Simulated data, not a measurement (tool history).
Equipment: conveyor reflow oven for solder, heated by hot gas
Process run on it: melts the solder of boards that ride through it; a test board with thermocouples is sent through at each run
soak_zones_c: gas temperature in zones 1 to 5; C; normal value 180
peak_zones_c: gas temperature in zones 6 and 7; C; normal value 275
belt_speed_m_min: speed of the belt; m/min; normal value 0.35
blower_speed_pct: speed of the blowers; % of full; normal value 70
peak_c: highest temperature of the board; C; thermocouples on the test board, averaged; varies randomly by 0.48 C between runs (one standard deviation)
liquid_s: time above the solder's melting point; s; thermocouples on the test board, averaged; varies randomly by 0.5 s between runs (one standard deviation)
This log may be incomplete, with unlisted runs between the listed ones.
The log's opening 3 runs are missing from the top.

run	hour	soak_zones_c	peak_zones_c	belt_speed_m_min	blower_speed_pct	hours of work since the flux was cleaned out	hours of work since the belt drive was overhauled	hours of work since the thermocouples were changed	peak_c	liquid_s
4	15.4	180	275	0.308	70	350	744	61	266.6	104.5
5	21.9	180	275	0.308	70	353	747	64	266.4	105.2
6	30.4	180	275	0.35	70	357	751	69	263.5	90.6
7	34.4	180	275	0.35	70	359	753	71	263.6	89.2
8	39.9	180	275	0.35	70	362	756	74	263.4	89.4
9	45.5	180	275	0.384	70	365	759	76	261.2	78.8
10	49.2	180	275	0.384	70	367	761	78	260.4	80.1
11	54.1	180	282	0.35	70	369	764	81	269.4	94.4
# hour 65.7: belt drive overhauled, speed set with a stopwatch
12	66.5	180	282	0.35	70	374	0	85	269.3	94
13	72.4	180	277	0.35	70	377	3	88	266.1	90.8
14	76.6	180	275	0.35	63	379	6	90	262	87.9
15	82.4	180	275	0.35	63	382	9	93	261.9	88.8
# hour 90.6: flux residue cleaned out of gas plates and filters
16	91.3	176	275	0.35	70	0	11	95	262.7	87
17	99.7	182	288	0.4	77	5	15	100	273	84.8
18	105.1	182	288	0.4	77	7	18	102	273.5	84.1
19	113.5	180	275	0.311	70	12	22	107	265.9	105
20	122.6	180	275	0.35	53	16	27	111	260	86.1
21	131.3	180	289	0.306	53	21	31	116	276.5	112.2

What will run 22 give?
22	136	174	275	0.35	74	23	34	118	?	?

{"run 22": {"peak_c": 262.9, "liquid_s": 87.7}}
Take away the tool's hidden state, keep the run-to-run variation as it was, and the same run would have given peak_c 262.9 C, liquid_s 87.7 s.

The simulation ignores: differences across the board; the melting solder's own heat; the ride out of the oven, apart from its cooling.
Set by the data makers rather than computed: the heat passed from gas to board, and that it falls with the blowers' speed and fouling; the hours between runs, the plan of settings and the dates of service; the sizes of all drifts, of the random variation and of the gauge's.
